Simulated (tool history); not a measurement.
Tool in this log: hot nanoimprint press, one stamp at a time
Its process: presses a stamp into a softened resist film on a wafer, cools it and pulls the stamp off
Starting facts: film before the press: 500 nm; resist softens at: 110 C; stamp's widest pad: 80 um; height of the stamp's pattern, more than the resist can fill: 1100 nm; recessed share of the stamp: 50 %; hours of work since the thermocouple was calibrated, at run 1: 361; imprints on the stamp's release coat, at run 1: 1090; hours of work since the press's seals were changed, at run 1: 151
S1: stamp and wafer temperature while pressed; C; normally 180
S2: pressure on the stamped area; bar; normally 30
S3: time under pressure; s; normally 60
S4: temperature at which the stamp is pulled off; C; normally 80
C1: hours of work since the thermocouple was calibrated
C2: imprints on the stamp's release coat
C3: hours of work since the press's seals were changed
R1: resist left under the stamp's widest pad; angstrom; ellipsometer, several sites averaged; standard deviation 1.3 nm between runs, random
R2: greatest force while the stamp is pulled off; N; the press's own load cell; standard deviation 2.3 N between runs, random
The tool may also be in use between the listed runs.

| run | hour | S1 | S2 | S3 | S4 | C1 | C2 | C3 | R1 | R2 |
|---|---|---|---|---|---|---|---|---|---|---|
| 1 | 0 | 180 | 30 | 60 | 80 | 361 | 1090 | 151 | 2083 | 102 |
| 2 | 6.5 | 180 | 30 | 60 | 80 | 364 | 1114 | 154 | 2060 | 104 |
| 3 | 12.5 | 180 | 33.5 | 60 | 80 | 367 | 1136 | 157 | 1991 | 102 |
| 4 | 21.2 | 180 | 33.5 | 60 | 80 | 372 | 1168 | 161 | 1989 | 105 |
| 5 | 27.2 | 180 | 30 | 60 | 80 | 374 | 1190 | 164 | 2093 | 101 |
| 6 | 33.7 | 180 | 30 | 60 | 80 | 378 | 1214 | 167 | 2092 | 102 |
| 7 | 41.1 | 180 | 30 | 57 | 80 | 381 | 1241 | 171 | 2129 | 103 |
| 8 | 47.4 | 180 | 30 | 62 | 80 | 384 | 1265 | 174 | 2029 | 101 |
| 9 | 54 | 180 | 30 | 62 | 80 | 387 | 1289 | 177 | 2042 | 101 |
| 10 | 57.7 | 180 | 30 | 62 | 80 | 389 | 1303 | 179 | 2043 | 102 |
| 11 | 64.5 | 180 | 30 | 60 | 80 | 392 | 1327 | 182 | 2084 | 103 |

Run 12 is up next; what results do you expect?
| 12 | 71.7 | 180 | 30 | 60 | 80 | 396 | 1354 | 186 | ? | ? |

Logged for run 12: R1 2086 angstrom, R2 102 N.
On a tool with no hidden condition, and with the same random variation, this run would have come out at R1 2094 angstrom, R2 101 N.

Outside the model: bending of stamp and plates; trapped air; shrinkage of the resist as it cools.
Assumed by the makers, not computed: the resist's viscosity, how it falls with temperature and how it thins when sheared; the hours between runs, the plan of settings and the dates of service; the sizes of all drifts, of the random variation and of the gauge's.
